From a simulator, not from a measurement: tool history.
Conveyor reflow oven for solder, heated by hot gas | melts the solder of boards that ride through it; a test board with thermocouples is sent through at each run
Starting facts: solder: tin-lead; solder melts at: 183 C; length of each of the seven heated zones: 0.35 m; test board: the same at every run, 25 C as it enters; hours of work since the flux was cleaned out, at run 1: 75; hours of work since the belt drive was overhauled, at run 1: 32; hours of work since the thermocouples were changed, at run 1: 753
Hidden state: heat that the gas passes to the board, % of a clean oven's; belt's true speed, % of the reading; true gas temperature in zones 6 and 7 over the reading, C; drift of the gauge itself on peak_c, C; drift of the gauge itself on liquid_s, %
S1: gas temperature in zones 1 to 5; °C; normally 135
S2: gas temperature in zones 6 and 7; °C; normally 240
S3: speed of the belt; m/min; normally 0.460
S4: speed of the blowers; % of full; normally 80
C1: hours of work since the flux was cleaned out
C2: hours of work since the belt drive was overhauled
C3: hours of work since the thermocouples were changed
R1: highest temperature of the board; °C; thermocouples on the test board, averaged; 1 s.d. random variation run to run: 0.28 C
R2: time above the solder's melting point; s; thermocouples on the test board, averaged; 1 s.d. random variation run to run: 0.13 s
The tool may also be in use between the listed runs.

run 1 hour=0.0 | S1=135 S2=240 S3=0.460 S4=80 | C1=75 C2=32 C3=753 | R1=224.2 R2=74.3
run 2 hour=16.3 | S1=135 S2=240 S3=0.438 S4=80 | C1=83 C2=39 C3=760 | R1=225.3 R2=78.9
-- hour=29.4 thermocouples of zones 6 and 7 changed
run 3 hour=41.8 | S1=135 S2=240 S3=0.438 S4=80 | C1=93 C2=49 C3=6 | R1=228.4 R2=81.0
run 4 hour=67.2 | S1=135 S2=233 S3=0.438 S4=80 | C1=104 C2=61 C3=17 | R1=222.0 R2=76.2
run 5 hour=85.4 | S1=135 S2=240 S3=0.446 S4=80 | C1=113 C2=69 C3=25 | R1=227.6 R2=79.3
run 6 hour=103.1 | S1=135 S2=240 S3=0.446 S4=80 | C1=120 C2=77 C3=33 | R1=227.5 R2=79.1
run 7 hour=125.7 | S1=135 S2=240 S3=0.446 S4=80 | C1=131 C2=87 C3=43 | R1=227.6 R2=79.0
run 8 hour=147.7 | S1=135 S2=240 S3=0.460 S4=68 | C1=140 C2=97 C3=53 | R1=225.2 R2=74.4
run 9 hour=181.8 | S1=135 S2=240 S3=0.460 S4=68 | C1=156 C2=112 C3=68 | R1=224.8 R2=74.0
run 10 hour=204.0 | S1=135 S2=240 S3=0.487 S4=68 | C1=165 C2=122 C3=78 | R1=222.5 R2=68.3
run 11 hour=227.8 | S1=135 S2=240 S3=0.487 S4=68 | C1=176 C2=132 C3=89 | R1=222.8 R2=68.3
run 12 hour=245.5 | S1=135 S2=240 S3=0.460 S4=52 | C1=184 C2=140 C3=96 | R1=221.8 R2=71.3
run 13 hour=262.8 | S1=135 S2=240 S3=0.460 S4=52 | C1=192 C2=148 C3=104 | R1=221.1 R2=71.4
-- hour=270.6 flux residue cleaned out of gas plates and filters
run 14 hour=289.2 | S1=135 S2=240 S3=0.460 S4=52 | C1=8 C2=158 C3=114 | R1=221.0 R2=70.8
run 15 hour=315.1 | S1=135 S2=240 S3=0.460 S4=52 | C1=20 C2=169 C3=125 | R1=221.3 R2=70.7
run 16 hour=344.3 | S1=135 S2=236 S3=0.460 S4=80 | C1=33 C2=182 C3=138 | R1=221.8 R2=72.4
run 17 hour=373.2 | S1=135 S2=248 S3=0.460 S4=80 | C1=46 C2=195 C3=151 | R1=232.7 R2=79.7
-- hour=406.1 flux residue cleaned out of gas plates and filters, once more
run 18 hour=412.5 | S1=135 S2=240 S3=0.460 S4=88 | C1=3 C2=210 C3=166 | R1=228.4 R2=77.0
run 19 hour=434.9 | S1=135 S2=238 S3=0.383 S4=88 | C1=13 C2=220 C3=176 | R1=230.5 R2=95.5
run 20 hour=458.3 | S1=135 S2=238 S3=0.383 S4=88 | C1=23 C2=231 C3=187 | R1=230.1 R2=95.5
run 21 hour=476.0 | S1=138 S2=239 S3=0.504 S4=61 | C1=31 C2=239 C3=195 | R1=219.8 R2=65.3
run 22 hour=500.7 | S1=138 S2=239 S3=0.504 S4=61 | C1=42 C2=250 C3=206 | R1=220.2 R2=65.2
run 23 hour=520.8 | S1=138 S2=239 S3=0.504 S4=61 | C1=51 C2=259 C3=215 | R1=220.6 R2=65.0
run 24 hour=549.4 | S1=138 S2=255 S3=0.504 S4=89 | C1=64 C2=271 C3=228 | R1=239.3 R2=77.2

What will run 25 give?
run 25 hour=582.3 | S1=143 S2=255 S3=0.504 S4=56 | C1=79 C2=286 C3=242 | R1=? R2=?

{"run 25": {"R1": 234.3, "R2": 76.3}}
With no hidden state in the tool, this same run would have given R1 235.3 °C, R2 76.5 s.

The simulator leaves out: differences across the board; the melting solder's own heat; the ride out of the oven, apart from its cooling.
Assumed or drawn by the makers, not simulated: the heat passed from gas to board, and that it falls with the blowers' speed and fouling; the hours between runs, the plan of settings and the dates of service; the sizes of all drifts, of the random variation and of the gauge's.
